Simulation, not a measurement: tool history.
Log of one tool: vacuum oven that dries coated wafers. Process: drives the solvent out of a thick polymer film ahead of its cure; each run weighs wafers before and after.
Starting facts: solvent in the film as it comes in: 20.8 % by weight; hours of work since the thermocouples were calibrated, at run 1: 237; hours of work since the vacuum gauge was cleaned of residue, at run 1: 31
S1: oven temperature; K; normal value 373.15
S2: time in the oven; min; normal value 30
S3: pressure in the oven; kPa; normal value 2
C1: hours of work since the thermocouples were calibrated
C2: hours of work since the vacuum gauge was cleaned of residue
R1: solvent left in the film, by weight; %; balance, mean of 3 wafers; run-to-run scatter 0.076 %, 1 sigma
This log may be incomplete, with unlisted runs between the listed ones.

| run | day | S1 | S2 | S3 | C1 | C2 | R1 |
|---|---|---|---|---|---|---|---|
| 1 | 0 | 373.15 | 30 | 2 | 237 | 31 | 5.83 |
| 2 | 2.229 | 371.15 | 30 | 2 | 267 | 62 | 6.6 |
| 3 | 4.538 | 373.15 | 45 | 2 | 299 | 94 | 3.85 |
| 4 | 6.183 | 373.15 | 45 | 2 | 322 | 117 | 3.91 |
| 5 | 7.967 | 373.15 | 45 | 2 | 347 | 141 | 3.9 |
| 6 | 9.825 | 373.15 | 45 | 2 | 372 | 167 | 3.88 |
| 7 | 10.996 | 373.15 | 30 | 2 | 388 | 183 | 6.12 |
| 8 | 13.258 | 373.15 | 30 | 2 | 419 | 214 | 6.02 |
| 9 | 15.946 | 373.15 | 30 | 2 | 457 | 251 | 6.05 |
| 10 | 17.867 | 373.15 | 30 | 2 | 483 | 278 | 6.19 |
| 11 | 19.546 | 373.15 | 30 | 2 | 506 | 301 | 6.21 |
| 12 | 21.533 | 373.15 | 30 | 2 | 534 | 328 | 6.17 |
| 13 | 23.404 | 373.15 | 30 | 2 | 559 | 354 | 6.24 |
| 14 | 25.146 | 365.15 | 30 | 2 | 583 | 378 | 9.52 |
| 15 | 27.375 | 384.15 | 23 | 4.62 | 614 | 409 | 4.99 |
| 16 | 28.621 | 384.15 | 23 | 4.62 | 631 | 426 | 4.92 |
| 17 | 30.712 | 384.15 | 23 | 4.62 | 660 | 455 | 5.06 |
| 18 | 32.267 | 371.15 | 17 | 1.27 | 681 | 476 | 10.06 |
| 19 | 33.779 | 358.15 | 48 | 2 | 702 | 497 | 9.71 |
| 20 | 35.275 | 378.15 | 48 | 2.39 | 723 | 518 | 2.76 |
| 21 | 37.458 | 375.15 | 17 | 4.16 | 753 | 548 | 9.86 |
| 22 | 39.608 | 375.15 | 17 | 4.16 | 783 | 577 | 10.02 |
| 23 | 41.6 | 384.15 | 24 | 6 | 810 | 605 | 5.66 |
| 24 | 43.312 | 373.15 | 16 | 2.22 | 834 | 628 | 10.07 |
| 25 | 45.821 | 373.15 | 16 | 2.22 | 868 | 663 | 10.12 |
| 26 | 48.367 | 373.15 | 16 | 2.22 | 903 | 698 | 10.02 |
| 27 | 51.129 | 373.15 | 16 | 2.22 | 941 | 736 | 10.05 |
| 28 | 52.538 | 381.15 | 19 | 5.58 | 961 | 756 | 7.92 |

Below are 3 alternative next runs, each starting from the tool's condition after run 28. Predict each:
| A | 55.229 | 371.15 | 22 | 6.39 | 998 | 793 | ? |
| B | 55.229 | 380.15 | 16 | 3.27 | 998 | 793 | ? |
| C | 55.229 | 381.15 | 18 | 5.58 | 998 | 793 | ? |

| run | R1 |
|---|---|
| A | 11.49 |
| B | 8.23 |
| C | 8.12 |
With no hidden state in the tool, these same runs would have given:
| run | R1 |
|---|---|
| A | 10.48 |
| B | 7.3 |
| C | 7.18 |
